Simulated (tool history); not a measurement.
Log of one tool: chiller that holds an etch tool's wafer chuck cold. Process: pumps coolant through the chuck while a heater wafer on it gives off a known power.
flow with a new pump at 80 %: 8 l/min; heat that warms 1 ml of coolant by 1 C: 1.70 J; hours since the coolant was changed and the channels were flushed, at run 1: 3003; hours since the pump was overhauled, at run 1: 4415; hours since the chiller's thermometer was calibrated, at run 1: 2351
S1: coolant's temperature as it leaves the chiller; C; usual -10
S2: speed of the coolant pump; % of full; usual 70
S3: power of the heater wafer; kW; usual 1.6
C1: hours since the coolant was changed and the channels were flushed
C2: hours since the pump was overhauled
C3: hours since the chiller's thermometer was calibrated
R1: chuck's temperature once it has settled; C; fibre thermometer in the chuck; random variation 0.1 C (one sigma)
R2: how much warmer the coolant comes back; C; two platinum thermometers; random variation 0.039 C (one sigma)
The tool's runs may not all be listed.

run 1 hour=0 | S1=-10 S2=70 S3=1.6 | C1=3003 C2=4415 C3=2351 | R1=4.7 R2=8.58
-- hour=33.8 chiller's thermometer calibrated
run 2 hour=101.9 | S1=-10 S2=70 S3=1.6 | C1=3104 C2=4516 C3=68 | R1=4.5 R2=8.63
run 3 hour=174.1 | S1=-10 S2=70 S3=1.6 | C1=3176 C2=4588 C3=140 | R1=4.5 R2=8.66
run 4 hour=260.1 | S1=-10 S2=70 S3=1.6 | C1=3262 C2=4674 C3=226 | R1=4.5 R2=8.6
run 5 hour=323.6 | S1=-10 S2=70 S3=1.6 | C1=3326 C2=4737 C3=290 | R1=4.6 R2=8.54
run 6 hour=407.7 | S1=-10 S2=70 S3=1.6 | C1=3410 C2=4822 C3=374 | R1=4.5 R2=8.63
run 7 hour=474.9 | S1=-10 S2=70 S3=1.6 | C1=3477 C2=4889 C3=441 | R1=4.7 R2=8.74
run 8 hour=540.1 | S1=-10 S2=100 S3=1.6 | C1=3542 C2=4954 C3=506 | R1=0.4 R2=5.9
run 9 hour=622.8 | S1=-10 S2=100 S3=1.99 | C1=3625 C2=5037 C3=589 | R1=2.9 R2=7.22
run 10 hour=678.4 | S1=-10 S2=100 S3=2.083 | C1=3681 C2=5092 C3=645 | R1=3.3 R2=7.57
run 11 hour=789 | S1=-10 S2=88 S3=1.6 | C1=3791 C2=5203 C3=755 | R1=1.8 R2=6.8
run 12 hour=870.9 | S1=-10 S2=88 S3=1.6 | C1=3873 C2=5285 C3=837 | R1=1.9 R2=6.73
run 13 hour=977 | S1=-2 S2=70 S3=1.6 | C1=3979 C2=5391 C3=943 | R1=12.9 R2=8.69
run 14 hour=1085.5 | S1=-10 S2=70 S3=1.6 | C1=4088 C2=5499 C3=1052 | R1=4.8 R2=8.67
run 15 hour=1204.8 | S1=-10 S2=70 S3=1.6 | C1=4207 C2=5619 C3=1171 | R1=5 R2=8.62
run 16 hour=1317.2 | S1=-10 S2=70 S3=1.6 | C1=4320 C2=5731 C3=1283 | R1=4.8 R2=8.65
run 17 hour=1435.3 | S1=-10 S2=70 S3=1.6 | C1=4438 C2=5849 C3=1402 | R1=5.1 R2=8.66
run 18 hour=1557.9 | S1=-18 S2=70 S3=1.118 | C1=4560 C2=5972 C3=1524 | R1=-7.4 R2=6.05
run 19 hour=1671.7 | S1=-18 S2=70 S3=1.044 | C1=4674 C2=6085 C3=1638 | R1=-8.2 R2=5.7
run 20 hour=1799.4 | S1=-18 S2=73 S3=1.044 | C1=4802 C2=6213 C3=1766 | R1=-8.6 R2=5.47
run 21 hour=1895.3 | S1=-13 S2=64 S3=2.074 | C1=4898 C2=6309 C3=1861 | R1=8.5 R2=12.53
run 22 hour=1954 | S1=-13 S2=64 S3=2.074 | C1=4956 C2=6368 C3=1920 | R1=8.5 R2=12.51
run 23 hour=2068.1 | S1=-10 S2=71 S3=1.151 | C1=5070 C2=6482 C3=2034 | R1=1 R2=6.19
run 24 hour=2139.2 | S1=-7 S2=91 S3=2.381 | C1=5142 C2=6553 C3=2105 | R1=10.4 R2=9.84
run 25 hour=2214.8 | S1=-7 S2=66 S3=2.381 | C1=5217 C2=6629 C3=2181 | R1=16.9 R2=13.95
run 26 hour=2337.7 | S1=-10 S2=68 S3=0.834 | C1=5340 C2=6752 C3=2304 | R1=-1.6 R2=4.69
-- hour=2419.5 chiller's thermometer calibrated
run 27 hour=2463.8 | S1=-10 S2=68 S3=0.834 | C1=5465 C2=6877 C3=44 | R1=-1.8 R2=4.86
run 28 hour=2577.3 | S1=-10 S2=68 S3=1.762 | C1=5579 C2=6990 C3=158 | R1=7.5 R2=10.05
run 29 hour=2642.8 | S1=-10 S2=68 S3=1.762 | C1=5644 C2=7056 C3=223 | R1=7.2 R2=10.09
-- hour=2679.4 coolant changed, channels flushed
run 30 hour=2753.3 | S1=-10 S2=68 S3=1.762 | C1=74 C2=7160 C3=328 | R1=6.3 R2=10.03
run 31 hour=2881.9 | S1=-10 S2=68 S3=1.762 | C1=203 C2=7289 C3=456 | R1=6.4 R2=10.08

5 ways to go on from here, each from the tool as it stands after run 31. What would each give?
run A hour=2994.8 | S1=-15 S2=68 S3=1.762 | C1=315 C2=7402 C3=569 | R1=? R2=?
run B hour=2994.8 | S1=-10 S2=68 S3=0.864 | C1=315 C2=7402 C3=569 | R1=? R2=?
run C hour=2994.8 | S1=-17 S2=70 S3=1.6 | C1=315 C2=7402 C3=569 | R1=? R2=?
run D hour=2994.8 | S1=0 S2=96 S3=1.773 | C1=315 C2=7402 C3=569 | R1=? R2=?
run E hour=2994.8 | S1=-10 S2=68 S3=1.64 | C1=315 C2=7402 C3=569 | R1=? R2=?

run=A R1=1.2 R2=10.07
run=B R1=-1.9 R2=4.9
run=C R1=-2.8 R2=8.92
run=D R1=11.7 R2=6.89
run=E R1=5.2 R2=9.32
Without the tool's hidden state the same runs would have given:
run=A R1=-0.1 R2=9.28
run=B R1=-2.5 R2=4.51
run=C R1=-4 R2=8.21
run=D R1=10.8 R2=6.34
run=E R1=3.9 R2=8.58

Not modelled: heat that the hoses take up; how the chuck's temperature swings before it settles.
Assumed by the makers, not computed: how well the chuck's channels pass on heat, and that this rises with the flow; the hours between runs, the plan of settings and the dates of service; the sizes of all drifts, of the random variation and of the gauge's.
